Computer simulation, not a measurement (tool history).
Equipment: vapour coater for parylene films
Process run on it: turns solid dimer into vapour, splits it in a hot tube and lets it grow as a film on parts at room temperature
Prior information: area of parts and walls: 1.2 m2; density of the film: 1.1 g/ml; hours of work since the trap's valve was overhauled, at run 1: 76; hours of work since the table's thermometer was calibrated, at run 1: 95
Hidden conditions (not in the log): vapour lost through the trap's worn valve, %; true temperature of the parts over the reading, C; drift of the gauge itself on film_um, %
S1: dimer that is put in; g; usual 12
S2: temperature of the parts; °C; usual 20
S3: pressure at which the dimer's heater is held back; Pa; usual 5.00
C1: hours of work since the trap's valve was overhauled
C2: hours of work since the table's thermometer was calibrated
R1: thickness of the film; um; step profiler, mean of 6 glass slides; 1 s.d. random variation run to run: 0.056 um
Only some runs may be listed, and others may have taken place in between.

run   hour  S1  S2    S3   C1   C2    R1
  1    0.0  12  20  5.00   76   95  6.32
  2   18.1  12  20  5.00   84  103  6.39
  3   30.1  12  20  5.00   89  108  6.34
  4   52.9  12  20  5.00   99  117  6.36
  5   74.8  12  20  5.00  108  127  6.46
  6   89.8  12  20  5.00  114  133  6.41
  7  100.9  12  20  5.00  119  138  6.26
  8  113.2  12  20  5.00  124  143  6.38
  9  126.3  11  20  6.37  130  148  5.69

Predict the results of run 10:
 10  148.0  13  25  5.29  139  158   ?

{"run 10": {"R1": 6.01}}
Take away the tool's hidden state, keep the run-to-run variation as it was, and the same run would have given R1 6.24 um.
